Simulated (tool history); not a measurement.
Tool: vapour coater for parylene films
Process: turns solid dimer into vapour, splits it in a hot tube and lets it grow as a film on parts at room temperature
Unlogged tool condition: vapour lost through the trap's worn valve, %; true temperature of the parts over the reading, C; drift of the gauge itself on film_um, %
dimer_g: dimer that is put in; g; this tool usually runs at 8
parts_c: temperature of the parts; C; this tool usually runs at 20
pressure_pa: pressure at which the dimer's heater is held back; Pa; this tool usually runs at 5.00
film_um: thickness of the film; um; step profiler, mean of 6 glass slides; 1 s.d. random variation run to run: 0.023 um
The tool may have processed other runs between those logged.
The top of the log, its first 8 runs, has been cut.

| run | hour | dimer_g | parts_c | pressure_pa | hours of work since the trap's valve was overhauled | hours of work since the table's thermometer was calibrated | film_um |
|---|---|---|---|---|---|---|---|
|  | 293.4 | trap's valve overhauled |
| 9 | 302.9 | 8 | 20 | 5.00 | 8 | 547 | 4.15 |
| 10 | 324.8 | 8 | 20 | 5.00 | 26 | 566 | 4.17 |
| 11 | 372.7 | 8 | 20 | 5.00 | 65 | 605 | 4.17 |
| 12 | 397.4 | 8 | 20 | 11.02 | 86 | 625 | 3.58 |
| 13 | 442.7 | 8 | 20 | 11.02 | 123 | 663 | 3.58 |
| 14 | 479.2 | 8 | 14 | 11.02 | 153 | 693 | 3.95 |
| 15 | 526.0 | 8 | 20 | 5.00 | 192 | 732 | 4.08 |
| 16 | 555.3 | 8 | 20 | 5.00 | 216 | 756 | 4.09 |
| 17 | 590.5 | 8 | 20 | 8.28 | 245 | 785 | 3.72 |
| 18 | 628.0 | 8 | 20 | 8.28 | 276 | 816 | 3.66 |
| 19 | 653.8 | 8 | 20 | 8.28 | 297 | 837 | 3.66 |
| 20 | 699.9 | 6 | 30 | 4.05 | 335 | 875 | 2.61 |
| 21 | 721.4 | 3 | 31 | 5.00 | 353 | 893 | 1.24 |
| 22 | 757.7 | 3 | 31 | 6.97 | 383 | 923 | 1.17 |
| 23 | 805.7 | 6 | 20 | 3.02 | 423 | 962 | 3.22 |
| 24 | 850.8 | 6 | 20 | 2.25 | 460 | 1000 | 3.40 |
| 25 | 888.0 | 8 | 15 | 9.54 | 491 | 1030 | 3.79 |
|  | 896.0 | table's thermometer calibrated |
| 26 | 911.4 | 12 | 20 | 4.00 | 509 | 13 | 5.96 |
|  | 932.6 | trap's valve overhauled |
| 27 | 959.6 | 12 | 20 | 2.81 | 22 | 49 | 6.93 |
| 28 | 1005.7 | 12 | 20 | 2.81 | 60 | 87 | 6.85 |
| 29 | 1030.5 | 4 | 13 | 9.37 | 81 | 108 | 2.05 |
| 30 | 1062.8 | 4 | 13 | 9.37 | 107 | 134 | 2.06 |
| 31 | 1094.3 | 12 | 14 | 5.00 | 133 | 160 | 6.82 |

Consider 5 possible next runs. They are alternatives, not a sequence: every one starts from the tool as it was left by run 31. What does each give?
| A | 1130.0 | 6 | 13 | 5.00 | 163 | 190 | ? |
| B | 1130.0 | 10 | 19 | 2.16 | 163 | 190 | ? |
| C | 1130.0 | 12 | 13 | 5.08 | 163 | 190 | ? |
| D | 1130.0 | 12 | 16 | 2.44 | 163 | 190 | ? |
| E | 1130.0 | 3 | 20 | 5.00 | 163 | 190 | ? |

| run | film_um |
|---|---|
| A | 3.38 |
| B | 6.05 |
| C | 6.81 |
| D | 7.38 |
| E | 1.50 |
What these runs would have given with no unlogged condition in the tool:
| run | film_um |
|---|---|
| A | 3.48 |
| B | 6.22 |
| C | 7.01 |
| D | 7.60 |
| E | 1.54 |
